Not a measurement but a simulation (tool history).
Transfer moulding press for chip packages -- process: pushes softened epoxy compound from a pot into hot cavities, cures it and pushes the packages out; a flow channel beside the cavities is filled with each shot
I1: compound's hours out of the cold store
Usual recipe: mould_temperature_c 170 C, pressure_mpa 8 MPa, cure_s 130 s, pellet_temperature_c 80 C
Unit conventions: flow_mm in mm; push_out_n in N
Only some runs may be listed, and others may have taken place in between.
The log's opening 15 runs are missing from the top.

{"run": 16, "hour": 95.8, "mould_temperature_c": 169, "pressure_mpa": 8, "cure_s": 158, "pellet_temperature_c": 87, "I1": 19.6, "flow_mm": 649, "push_out_n": 593}
{"run": 17, "hour": 100.9, "mould_temperature_c": 168, "pressure_mpa": 6.41, "cure_s": 117, "pellet_temperature_c": 84, "I1": 24, "flow_mm": 572, "push_out_n": 719}
{"run": 18, "hour": 104.7, "mould_temperature_c": 162, "pressure_mpa": 6.66, "cure_s": 163, "pellet_temperature_c": 84, "I1": 30.7, "flow_mm": 594, "push_out_n": 674}
{"run": 19, "hour": 109.1, "mould_temperature_c": 167, "pressure_mpa": 8, "cure_s": 159, "pellet_temperature_c": 72, "I1": 39.2, "flow_mm": 601, "push_out_n": 610}
{"run": 20, "hour": 116.4, "mould_temperature_c": 170, "pressure_mpa": 8, "cure_s": 128, "pellet_temperature_c": 80, "I1": 40.9, "flow_mm": 581, "push_out_n": 636}
{"run": 21, "hour": 125.2, "mould_temperature_c": 170, "pressure_mpa": 8, "cure_s": 148, "pellet_temperature_c": 71, "I1": 18.9, "flow_mm": 642, "push_out_n": 656}
{"run": 22, "hour": 133.1, "mould_temperature_c": 170, "pressure_mpa": 8, "cure_s": 111, "pellet_temperature_c": 79, "I1": 11.4, "flow_mm": 665, "push_out_n": 762}
{"run": 23, "hour": 137.2, "mould_temperature_c": 170, "pressure_mpa": 7.86, "cure_s": 167, "pellet_temperature_c": 77, "I1": 30, "flow_mm": 603, "push_out_n": 652}
{"run": 24, "hour": 142.7, "mould_temperature_c": 176, "pressure_mpa": 7.86, "cure_s": 120, "pellet_temperature_c": 77, "I1": 41.7, "flow_mm": 549, "push_out_n": 665}
{"hour": 145.5, "done": "cavities cleaned with cleaning compound and waxed"}
{"run": 25, "hour": 153.0, "mould_temperature_c": 174, "pressure_mpa": 7.67, "cure_s": 126, "pellet_temperature_c": 76, "I1": 22.7, "flow_mm": 598, "push_out_n": 387}
{"run": 26, "hour": 162.0, "mould_temperature_c": 165, "pressure_mpa": 9.79, "cure_s": 139, "pellet_temperature_c": 80, "I1": 26.6, "flow_mm": 710, "push_out_n": 471}
{"run": 27, "hour": 169.0, "mould_temperature_c": 170, "pressure_mpa": 8, "cure_s": 130, "pellet_temperature_c": 79, "I1": 40.6, "flow_mm": 581, "push_out_n": 479}
{"run": 28, "hour": 177.3, "mould_temperature_c": 170, "pressure_mpa": 8, "cure_s": 130, "pellet_temperature_c": 79, "I1": 18.8, "flow_mm": 636, "push_out_n": 492}
{"run": 29, "hour": 182.5, "mould_temperature_c": 170, "pressure_mpa": 8, "cure_s": 130, "pellet_temperature_c": 79, "I1": 11.3, "flow_mm": 660, "push_out_n": 516}
{"run": 30, "hour": 190.4, "mould_temperature_c": 170, "pressure_mpa": 8, "cure_s": 130, "pellet_temperature_c": 79, "I1": 21.3, "flow_mm": 627, "push_out_n": 529}

Consider 3 possible next runs. They are alternatives, not a sequence: every one starts from the tool as it was left by run 30. What does each give?
{"run": "A", "hour": 195.4, "mould_temperature_c": 169, "pressure_mpa": 7.93, "cure_s": 165, "pellet_temperature_c": 79, "I1": 12.1, "flow_mm": "?", "push_out_n": "?"}
{"run": "B", "hour": 195.4, "mould_temperature_c": 170, "pressure_mpa": 9.83, "cure_s": 139, "pellet_temperature_c": 89, "I1": 28.1, "flow_mm": "?", "push_out_n": "?"}
{"run": "C", "hour": 195.4, "mould_temperature_c": 170, "pressure_mpa": 8, "cure_s": 123, "pellet_temperature_c": 79, "I1": 12.6, "flow_mm": "?", "push_out_n": "?"}

run=A flow_mm=659 push_out_n=532
run=B flow_mm=676 push_out_n=539
run=C flow_mm=653 push_out_n=576
Stripped of hidden state, with their random variation kept, the same runs would have yielded:
run=A flow_mm=681 push_out_n=354
run=B flow_mm=699 push_out_n=357
run=C flow_mm=675 push_out_n=383
